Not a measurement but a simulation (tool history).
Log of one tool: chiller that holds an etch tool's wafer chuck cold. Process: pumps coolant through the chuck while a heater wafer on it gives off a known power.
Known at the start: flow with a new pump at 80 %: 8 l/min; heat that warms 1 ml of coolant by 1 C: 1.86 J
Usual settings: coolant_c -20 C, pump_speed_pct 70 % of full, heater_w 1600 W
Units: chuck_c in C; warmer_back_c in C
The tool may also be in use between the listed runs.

Run 1, hour 0.0: usual settings. Result: chuck_c -7.4 C, warmer_back_c 7.35 C.
Run 2, hour 16.4: usual settings but heater_w 1574 W. Result: chuck_c -7.7 C, warmer_back_c 7.24 C.
Run 3, hour 36.1: usual settings but heater_w 1574 W. Result: chuck_c -7.8 C, warmer_back_c 7.30 C.
Run 4, hour 49.5: usual settings but heater_w 1574 W. Result: chuck_c -7.7 C, warmer_back_c 7.29 C.
Run 5, hour 68.1: usual settings. Result: chuck_c -7.4 C, warmer_back_c 7.47 C.
Run 6, hour 96.7: usual settings. Result: chuck_c -7.5 C, warmer_back_c 7.39 C.
Run 7, hour 109.3: usual settings. Result: chuck_c -7.5 C, warmer_back_c 7.46 C.
Run 8, hour 123.3: usual settings but heater_w 879 W. Result: chuck_c -13.1 C, warmer_back_c 4.12 C.
Run 9, hour 147.6: usual settings. Result: chuck_c -7.4 C, warmer_back_c 7.52 C.
Run 10, hour 168.9: usual settings but pump_speed_pct 72 % of full. Result: chuck_c -7.8 C, warmer_back_c 7.25 C.
Run 11, hour 197.6: usual settings but coolant_c -29 C. Result: chuck_c -16.4 C, warmer_back_c 7.62 C.
Run 12, hour 210.7: usual settings but coolant_c -29 C. Result: chuck_c -16.5 C, warmer_back_c 7.53 C.
Run 13, hour 231.4: usual settings but pump_speed_pct 68 % of full. Result: chuck_c -7.3 C, warmer_back_c 7.80 C.
Run 14, hour 246.2: usual settings but pump_speed_pct 68 % of full. Result: chuck_c -7.2 C, warmer_back_c 7.77 C.
Run 15, hour 269.3: usual settings. Result: chuck_c -7.5 C, warmer_back_c 7.62 C.
Run 16, hour 292.2: usual settings. Result: chuck_c -7.5 C, warmer_back_c 7.64 C.
Run 17, hour 311.1: usual settings. Result: chuck_c -7.4 C, warmer_back_c 7.69 C.
Run 18, hour 327.7: usual settings but pump_speed_pct 75 % of full. Result: chuck_c -8.3 C, warmer_back_c 7.20 C.
Run 19, hour 349.6: usual settings but heater_w 2322 W. Result: chuck_c -1.9 C, warmer_back_c 11.01 C.
Run 20, hour 371.1: usual settings but coolant_c -21 C, heater_w 2322 W. Result: chuck_c -2.9 C, warmer_back_c 11.10 C.

Forecast run 21:
Run 21, hour 398.5: usual settings but coolant_c -21 C, heater_w 2322 W. Result: chuck_c ?, warmer_back_c ?.

chuck_c: -2.7 C
warmer_back_c: 11.05 C
Without the tool's hidden state the same run would have given chuck_c -2.8 C, warmer_back_c 10.61 C.

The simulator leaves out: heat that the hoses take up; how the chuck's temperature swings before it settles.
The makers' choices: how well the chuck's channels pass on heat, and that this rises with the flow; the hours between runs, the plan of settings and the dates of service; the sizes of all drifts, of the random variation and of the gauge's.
